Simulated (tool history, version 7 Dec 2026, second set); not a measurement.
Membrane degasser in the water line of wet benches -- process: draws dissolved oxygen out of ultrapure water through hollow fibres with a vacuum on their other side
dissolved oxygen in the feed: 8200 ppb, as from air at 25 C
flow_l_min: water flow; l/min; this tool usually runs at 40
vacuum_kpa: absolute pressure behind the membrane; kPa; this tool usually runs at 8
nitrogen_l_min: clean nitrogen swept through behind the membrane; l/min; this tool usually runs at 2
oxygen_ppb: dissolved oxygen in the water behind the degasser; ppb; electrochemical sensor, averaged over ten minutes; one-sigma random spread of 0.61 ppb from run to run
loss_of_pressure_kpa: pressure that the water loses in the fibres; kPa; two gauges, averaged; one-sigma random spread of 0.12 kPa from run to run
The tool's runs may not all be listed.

run 1 day=0 | flow_l_min=40 vacuum_kpa=8 nitrogen_l_min=2 | oxygen_ppb=215.9 loss_of_pressure_kpa=36.79
run 2 day=1.788 | flow_l_min=40 vacuum_kpa=8 nitrogen_l_min=2 | oxygen_ppb=217 loss_of_pressure_kpa=36.88
run 3 day=3.367 | flow_l_min=40 vacuum_kpa=8 nitrogen_l_min=2 | oxygen_ppb=218.5 loss_of_pressure_kpa=36.71
run 4 day=4.938 | flow_l_min=40 vacuum_kpa=8 nitrogen_l_min=2 | oxygen_ppb=216.7 loss_of_pressure_kpa=36.49
run 5 day=6.275 | flow_l_min=40 vacuum_kpa=7.76 nitrogen_l_min=2 | oxygen_ppb=206.9 loss_of_pressure_kpa=36.67
run 6 day=8.267 | flow_l_min=47 vacuum_kpa=8 nitrogen_l_min=2 | oxygen_ppb=252.4 loss_of_pressure_kpa=43.18
-- day=9.833 seals of the vacuum lines changed
run 7 day=10.312 | flow_l_min=33 vacuum_kpa=7.2 nitrogen_l_min=0.93 | oxygen_ppb=291 loss_of_pressure_kpa=30.41
run 8 day=12.329 | flow_l_min=40 vacuum_kpa=9.4 nitrogen_l_min=1.6 | oxygen_ppb=333.6 loss_of_pressure_kpa=36.7
run 9 day=14.258 | flow_l_min=62 vacuum_kpa=13.06 nitrogen_l_min=1.6 | oxygen_ppb=743 loss_of_pressure_kpa=57.02
run 10 day=15.808 | flow_l_min=37 vacuum_kpa=5.12 nitrogen_l_min=0.88 | oxygen_ppb=168.9 loss_of_pressure_kpa=34.06
run 11 day=17.904 | flow_l_min=37 vacuum_kpa=5.12 nitrogen_l_min=0.88 | oxygen_ppb=169.1 loss_of_pressure_kpa=34

What if the next run were any one of these 5? Each begins from the tool's condition after run 11:
run A day=19.971 | flow_l_min=40 vacuum_kpa=6.98 nitrogen_l_min=2 | oxygen_ppb=? loss_of_pressure_kpa=?
run B day=19.971 | flow_l_min=41 vacuum_kpa=9.08 nitrogen_l_min=4.27 | oxygen_ppb=? loss_of_pressure_kpa=?
run C day=19.971 | flow_l_min=37 vacuum_kpa=11.53 nitrogen_l_min=0.88 | oxygen_ppb=? loss_of_pressure_kpa=?
run D day=19.971 | flow_l_min=40 vacuum_kpa=8 nitrogen_l_min=5.72 | oxygen_ppb=? loss_of_pressure_kpa=?
run E day=19.971 | flow_l_min=30 vacuum_kpa=15.64 nitrogen_l_min=5.93 | oxygen_ppb=? loss_of_pressure_kpa=?

run=A oxygen_ppb=173.7 loss_of_pressure_kpa=36.6
run=B oxygen_ppb=137.5 loss_of_pressure_kpa=37.77
run=C oxygen_ppb=662.5 loss_of_pressure_kpa=34.07
run=D oxygen_ppb=84.8 loss_of_pressure_kpa=36.71
run=E oxygen_ppb=152.7 loss_of_pressure_kpa=27.68
The same runs, with their run-to-run variation unchanged, on a tool lacking any hidden condition would have given:
run=A oxygen_ppb=168.1 loss_of_pressure_kpa=36.48
run=B oxygen_ppb=134.6 loss_of_pressure_kpa=37.65
run=C oxygen_ppb=653.4 loss_of_pressure_kpa=33.96
run=D oxygen_ppb=82.6 loss_of_pressure_kpa=36.59
run=E oxygen_ppb=150.9 loss_of_pressure_kpa=27.59
